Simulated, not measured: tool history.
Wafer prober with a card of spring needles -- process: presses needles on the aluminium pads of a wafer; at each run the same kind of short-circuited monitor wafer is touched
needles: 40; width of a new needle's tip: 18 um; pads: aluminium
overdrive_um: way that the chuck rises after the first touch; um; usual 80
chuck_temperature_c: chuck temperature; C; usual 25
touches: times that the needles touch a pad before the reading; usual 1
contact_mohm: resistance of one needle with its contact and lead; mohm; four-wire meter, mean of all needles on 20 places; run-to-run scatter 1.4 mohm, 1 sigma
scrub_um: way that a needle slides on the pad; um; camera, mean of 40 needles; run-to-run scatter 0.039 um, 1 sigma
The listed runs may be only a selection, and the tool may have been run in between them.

Run 1, hour 0: usual settings. Result: contact_mohm 126 mohm, scrub_um 15.52 um.
At hour 25.2: tips cleaned on abrasive film.
Run 2, hour 34.9: usual settings. Result: contact_mohm 127 mohm, scrub_um 15.49 um.
At hour 47.6: tips cleaned on abrasive film.
At hour 70.4: tips cleaned on abrasive film.
At hour 96.8: tips cleaned on abrasive film.
Run 3, hour 100.7: usual settings. Result: contact_mohm 126 mohm, scrub_um 15.52 um.
At hour 120.4: tips cleaned on abrasive film.
At hour 146.3: tips cleaned on abrasive film.
Run 4, hour 148.9: usual settings but overdrive_um 73 um. Result: contact_mohm 125 mohm, scrub_um 14.08 um.
At hour 168.4: tips cleaned on abrasive film.
At hour 191.4: tips cleaned on abrasive film.
At hour 213.7: tips cleaned on abrasive film.
Run 5, hour 213.7: usual settings but overdrive_um 83 um. Result: contact_mohm 127 mohm, scrub_um 16.04 um.
At hour 239: tips cleaned on abrasive film.
Run 6, hour 249.5: usual settings but overdrive_um 83 um, chuck_temperature_c 27 C. Result: contact_mohm 125 mohm, scrub_um 16.07 um.
At hour 261.5: tips cleaned on abrasive film.
At hour 285.1: tips cleaned on abrasive film.
Run 7, hour 303.8: usual settings but overdrive_um 83 um, chuck_temperature_c 27 C. Result: contact_mohm 126 mohm, scrub_um 16.02 um.
At hour 307.9: tips cleaned on abrasive film.
At hour 332.1: tips cleaned on abrasive film.
At hour 357: tips cleaned on abrasive film.
Run 8, hour 371.6: usual settings but overdrive_um 83 um, chuck_temperature_c 27 C. Result: contact_mohm 125 mohm, scrub_um 16.03 um.
At hour 379.4: tips cleaned on abrasive film.
At hour 388.3: height of the first contact set anew.
At hour 404.4: tips cleaned on abrasive film.
At hour 426.9: tips cleaned on abrasive film.
Run 9, hour 426.9: usual settings but overdrive_um 83 um, chuck_temperature_c 27 C. Result: contact_mohm 124 mohm, scrub_um 16.12 um.
At hour 453.9: tips cleaned on abrasive film.
At hour 477.5: tips cleaned on abrasive film.
Run 10, hour 487.2: usual settings but overdrive_um 83 um, chuck_temperature_c 27 C. Result: contact_mohm 126 mohm, scrub_um 16.03 um.
At hour 502: tips cleaned on abrasive film.
At hour 524.6: tips cleaned on abrasive film.
Run 11, hour 535.6: usual settings but overdrive_um 83 um, chuck_temperature_c 27 C. Result: contact_mohm 127 mohm, scrub_um 16.04 um.
At hour 549.9: tips cleaned on abrasive film.
At hour 574.2: tips cleaned on abrasive film.
Run 12, hour 591.1: usual settings but overdrive_um 83 um, chuck_temperature_c 27 C. Result: contact_mohm 127 mohm, scrub_um 15.98 um.
At hour 597.8: tips cleaned on abrasive film.
At hour 623.5: tips cleaned on abrasive film.
At hour 646: tips cleaned on abrasive film.
Run 13, hour 660.9: usual settings but overdrive_um 83 um, chuck_temperature_c 27 C. Result: contact_mohm 127 mohm, scrub_um 16.1 um.
At hour 672: tips cleaned on abrasive film.
At hour 696.5: tips cleaned on abrasive film.
Run 14, hour 714.3: usual settings but overdrive_um 83 um, chuck_temperature_c 27 C. Result: contact_mohm 127 mohm, scrub_um 16.02 um.
At hour 719.4: tips cleaned on abrasive film.
At hour 741.7: tips cleaned on abrasive film.
At hour 769.2: tips cleaned on abrasive film.
Run 15, hour 778.4: usual settings but overdrive_um 88 um, chuck_temperature_c 121 C, touches 2. Result: contact_mohm 134 mohm, scrub_um 17.09 um.
At hour 796: tips cleaned on abrasive film.
At hour 819.2: tips cleaned on abrasive film.
At hour 843.6: tips cleaned on abrasive film.
Run 16, hour 848.6: usual settings but overdrive_um 66 um, chuck_temperature_c 45 C, touches 2. Result: contact_mohm 128 mohm, scrub_um 12.76 um.
At hour 866.2: tips cleaned on abrasive film.
At hour 890.6: tips cleaned on abrasive film.
Run 17, hour 890.6: usual settings but overdrive_um 87 um, chuck_temperature_c 45 C, touches 2. Result: contact_mohm 124 mohm, scrub_um 16.85 um.
At hour 916.4: tips cleaned on abrasive film.
At hour 916.7: height of the first contact set anew.
At hour 940.4: tips cleaned on abrasive film.
Run 18, hour 946.7: usual settings but overdrive_um 63 um, chuck_temperature_c 45 C, touches 3. Result: contact_mohm 131 mohm, scrub_um 12.18 um.
At hour 966: tips cleaned on abrasive film.
Run 19, hour 985.1: usual settings but overdrive_um 91 um, chuck_temperature_c 105 C, touches 3. Result: contact_mohm 134 mohm, scrub_um 17.56 um.
At hour 988.2: tips cleaned on abrasive film.
At hour 1012.5: tips cleaned on abrasive film.
At hour 1036.2: tips cleaned on abrasive film.
Run 20, hour 1056.3: usual settings but overdrive_um 75 um, touches 2. Result: contact_mohm 129 mohm, scrub_um 14.5 um.
At hour 1061.9: tips cleaned on abrasive film.
At hour 1085.8: tips cleaned on abrasive film.
Run 21, hour 1106: usual settings but overdrive_um 75 um, chuck_temperature_c 70 C. Result: contact_mohm 132 mohm, scrub_um 14.45 um.
At hour 1111.5: tips cleaned on abrasive film.
At hour 1137.9: tips cleaned on abrasive film.
At hour 1160.5: tips cleaned on abrasive film.
Run 22, hour 1169.3: usual settings but overdrive_um 83 um, chuck_temperature_c 38 C. Result: contact_mohm 128 mohm, scrub_um 16.03 um.
At hour 1186.4: tips cleaned on abrasive film.
At hour 1210.5: tips cleaned on abrasive film.
Run 23, hour 1229.6: usual settings but overdrive_um 83 um, chuck_temperature_c 54 C. Result: contact_mohm 128 mohm, scrub_um 16.04 um.
At hour 1234.5: tips cleaned on abrasive film.
At hour 1261.2: tips cleaned on abrasive film.
Run 24, hour 1266.7: usual settings but chuck_temperature_c 54 C. Result: contact_mohm 128 mohm, scrub_um 15.43 um.
At hour 1286.2: tips cleaned on abrasive film.
At hour 1310.4: tips cleaned on abrasive film.
At hour 1332.8: tips cleaned on abrasive film.
Run 25, hour 1332.8: usual settings but chuck_temperature_c 54 C. Result: contact_mohm 127 mohm, scrub_um 15.53 um.
At hour 1356.5: tips cleaned on abrasive film.
Run 26, hour 1376.6: usual settings but overdrive_um 87 um, chuck_temperature_c 57 C, touches 3. Result: contact_mohm 128 mohm, scrub_um 16.88 um.
At hour 1379.7: tips cleaned on abrasive film.
At hour 1406.3: tips cleaned on abrasive film.
At hour 1430: tips cleaned on abrasive film.
Run 27, hour 1438.3: usual settings but overdrive_um 78 um, chuck_temperature_c 91 C. Result: contact_mohm 135 mohm, scrub_um 15.07 um.
At hour 1443.6: height of the first contact set anew.
At hour 1457.5: tips cleaned on abrasive film.
Run 28, hour 1474.1: usual settings but overdrive_um 78 um, chuck_temperature_c 91 C. Result: contact_mohm 136 mohm, scrub_um 15.06 um.

Consider 4 possible next runs. They are alternatives, not a sequence: every one starts from the tool as it was left by run 28. What does each give?
At hour 1481.7: tips cleaned on abrasive film.
At hour 1505.1: tips cleaned on abrasive film.
Run A, hour 1524.7: usual settings but chuck_temperature_c 81 C. Result: contact_mohm ?, scrub_um ?.
At hour 1481.7: tips cleaned on abrasive film.
At hour 1505.1: tips cleaned on abrasive film.
Run B, hour 1524.7: usual settings but chuck_temperature_c 87 C, touches 2. Result: contact_mohm ?, scrub_um ?.
At hour 1481.7: tips cleaned on abrasive film.
At hour 1505.1: tips cleaned on abrasive film.
Run C, hour 1524.7: usual settings but overdrive_um 79 um, chuck_temperature_c 72 C. Result: contact_mohm ?, scrub_um ?.
At hour 1481.7: tips cleaned on abrasive film.
At hour 1505.1: tips cleaned on abrasive film.
Run D, hour 1524.7: usual settings but chuck_temperature_c 81 C, touches 2. Result: contact_mohm ?, scrub_um ?.

run  contact_mohm  scrub_um
  A           130     15.49
  B           131     15.41
  C           131     15.34
  D           134     15.49
Take away the tool's hidden state, keep each run's random variation, and the runs would have read:
run  contact_mohm  scrub_um
  A           129     15.49
  B           130     15.41
  C           130     15.34
  D           134     15.49
